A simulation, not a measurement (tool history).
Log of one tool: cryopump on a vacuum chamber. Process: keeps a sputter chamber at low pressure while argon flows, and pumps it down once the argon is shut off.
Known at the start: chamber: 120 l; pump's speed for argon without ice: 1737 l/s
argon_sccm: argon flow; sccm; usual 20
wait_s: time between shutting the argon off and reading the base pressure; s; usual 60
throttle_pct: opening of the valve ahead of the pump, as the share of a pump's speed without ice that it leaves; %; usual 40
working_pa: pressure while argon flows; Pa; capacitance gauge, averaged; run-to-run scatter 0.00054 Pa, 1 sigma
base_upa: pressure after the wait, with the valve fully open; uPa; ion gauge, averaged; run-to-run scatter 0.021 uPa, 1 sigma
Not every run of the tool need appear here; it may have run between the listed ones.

| run | hour | argon_sccm | wait_s | throttle_pct | working_pa | base_upa |
|---|---|---|---|---|---|---|
| 1 | 0 | 20 | 60 | 40 | 0.0518 | 1.79 |
| 2 | 12.8 | 20 | 60 | 40 | 0.0524 | 1.87 |
| 3 | 38.5 | 20 | 60 | 40 | 0.0522 | 1.91 |
| 4 | 64.4 | 20 | 60 | 40 | 0.0528 | 1.97 |
| 5 | 90.4 | 34 | 60 | 40 | 0.0897 | 1.98 |
| 6 | 107.8 | 34 | 60 | 40 | 0.0896 | 1.94 |
| 7 | 130.8 | 20 | 60 | 40 | 0.0525 | 1.96 |
| 8 | 152.5 | 20 | 60 | 40 | 0.0535 | 1.98 |
| 9 | 165.8 | 20 | 122 | 40 | 0.053 | 1.77 |
| 10 | 183.5 | 20 | 122 | 40 | 0.0533 | 1.91 |
| 11 | 208.2 | 20 | 60 | 40 | 0.0537 | 2.03 |
| 12 | 223.4 | 20 | 60 | 40 | 0.0541 | 2.02 |
| 13 | 245.2 | 20 | 29 | 40 | 0.0532 | 2.46 |
| 14 | 261.8 | 20 | 29 | 40 | 0.0542 | 2.51 |
| 15 | 285.1 | 20 | 60 | 16 | 0.1252 | 2.15 |
| 16 | 311.3 | 20 | 60 | 16 | 0.1275 | 2.17 |
| 17 | 336.1 | 20 | 60 | 16 | 0.1281 | 2.2 |

Run 18, settings as shown, results not yet in. Your forecast:
| 18 | 365.5 | 20 | 60 | 32 | ? | ? |

{"run 18": {"working_pa": 0.0669, "base_upa": 2.19}}
On a tool with no hidden condition, and with the same random variation, this run would have come out at working_pa 0.0607 Pa, base_upa 0.49 uPa.

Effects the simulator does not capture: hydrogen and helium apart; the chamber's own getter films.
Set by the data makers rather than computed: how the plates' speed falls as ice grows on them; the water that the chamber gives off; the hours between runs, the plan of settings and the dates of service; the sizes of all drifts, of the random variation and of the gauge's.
